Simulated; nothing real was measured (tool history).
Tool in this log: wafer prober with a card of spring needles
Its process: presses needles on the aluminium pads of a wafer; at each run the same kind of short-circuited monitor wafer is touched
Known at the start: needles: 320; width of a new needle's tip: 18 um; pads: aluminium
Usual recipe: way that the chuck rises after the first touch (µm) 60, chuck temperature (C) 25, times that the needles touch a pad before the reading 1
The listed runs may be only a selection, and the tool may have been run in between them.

run	day	way that the chuck rises after the first touch (µm)	chuck temperature (C)	times that the needles touch a pad before the reading	resistance of one needle with its contact and lead (mohm)	way that a needle slides on the pad (µm)
1	0	60	25	1	163	15.5
# day 0.2: tips cleaned on abrasive film
# day 0.8: tips cleaned on abrasive film
2	1.221	60	25	1	170	15.44
# day 1.404: tips cleaned on abrasive film
# day 1.996: tips cleaned on abrasive film
3	1.996	60	25	1	141	15.44
# day 2.633: tips cleaned on abrasive film
4	3.092	60	25	1	170	15.4
# day 3.304: tips cleaned on abrasive film
5	3.596	60	25	1	161	15.41
# day 3.704: tips cleaned on abrasive film, once more
# day 4.304: tips cleaned on abrasive film
# day 4.525: height of the first contact set anew
6	4.733	64	25	1	162	16.57
# day 4.908: tips cleaned on abrasive film
# day 5.492: tips cleaned on abrasive film
7	5.608	64	25	1	149	16.55
# day 6.121: tips cleaned on abrasive film
8	6.417	64	25	1	159	16.54
# day 6.729: tips cleaned on abrasive film
9	7.067	64	25	1	160	16.55
# day 7.321: tips cleaned on abrasive film
10	7.721	60	39	1	165	15.49
# day 7.917: tips cleaned on abrasive film
11	8.462	60	39	1	170	15.47
# day 8.562: tips cleaned on abrasive film
12	9.067	60	39	1	168	15.47
# day 9.138: tips cleaned on abrasive film
13	9.696	60	39	1	171	15.46
# day 9.762: tips cleaned on abrasive film
# day 10.396: tips cleaned on abrasive film
14	10.421	60	39	1	148	15.42
# day 11.058: tips cleaned on abrasive film
15	11.529	60	39	1	168	15.42
# day 11.642: tips cleaned on abrasive film
# day 12.288: tips cleaned on abrasive film
# day 12.3: height of the first contact set anew
16	12.667	60	39	1	170	15.52
# day 12.875: tips cleaned on abrasive film
17	13.167	42	27	3	160	10.86
# day 13.467: tips cleaned on abrasive film
18	13.838	42	27	3	162	10.85
# day 14.054: tips cleaned on abrasive film
# day 14.683: tips cleaned on abrasive film
19	14.7	72	117	3	153	18.61
# day 15.258: tips cleaned on abrasive film
20	15.258	60	50	1	145	15.49
# day 15.85: tips cleaned on abrasive film
21	16.238	47	36	1	189	12.11
# day 16.496: tips cleaned on abrasive film
# day 17.121: tips cleaned on abrasive film
22	17.338	47	36	1	170	12.09
# day 17.721: tips cleaned on abrasive film
23	17.983	50	56	1	175	12.85
# day 18.325: tips cleaned on abrasive film
24	18.592	44	28	1	175	11.29
# day 19.004: tips cleaned on abrasive film
25	19.175	44	26	2	160	11.26
# day 19.621: tips cleaned on abrasive film
# day 20.083: height of the first contact set anew
26	20.162	53	25	1	174	13.74
# day 20.233: tips cleaned on abrasive film
# day 20.858: tips cleaned on abrasive film
27	21.233	53	25	1	169	13.7
# day 21.483: tips cleaned on abrasive film
# day 22.058: tips cleaned on abrasive film
28	22.258	58	25	2	153	15
# day 22.692: tips cleaned on abrasive film
# day 23.296: tips cleaned on abrasive film
29	23.462	58	25	2	154	14.94
# day 23.975: tips cleaned on abrasive film
30	24.246	58	25	2	158	14.93
# day 24.579: tips cleaned on abrasive film
31	25.021	57	111	1	183	14.65

Hidden state or all else? Some run-to-run changes of resistance of one needle with its contact and lead (mohm), split into what the settings, what came in and random variation would give without the hidden state, and what is left for the hidden state (with any gauge scatter that isn't in both results):
Hidden state at play: debris on the tips, nm; way that the needles fall short of the set height, um; tips' diameter, um; drift of the gauge itself on contact_mohm, %; drift of the gauge itself on scrub_um, %.
Run 2 -> 3: tips cleaned on abrasive film, tips cleaned on abrasive film. resistance of one needle with its contact and lead (mohm) -29: hidden state -25, all else -4.
Run 3 -> 4: tips cleaned on abrasive film. resistance of one needle with its contact and lead (mohm) +29: hidden state +25, all else +4.
Run 20 -> 21: way that the chuck rises after the first touch (µm) 60 -> 47, chuck temperature (C) 50 -> 36, tips cleaned on abrasive film. resistance of one needle with its contact and lead (mohm) +44: hidden state +41, all else +3.
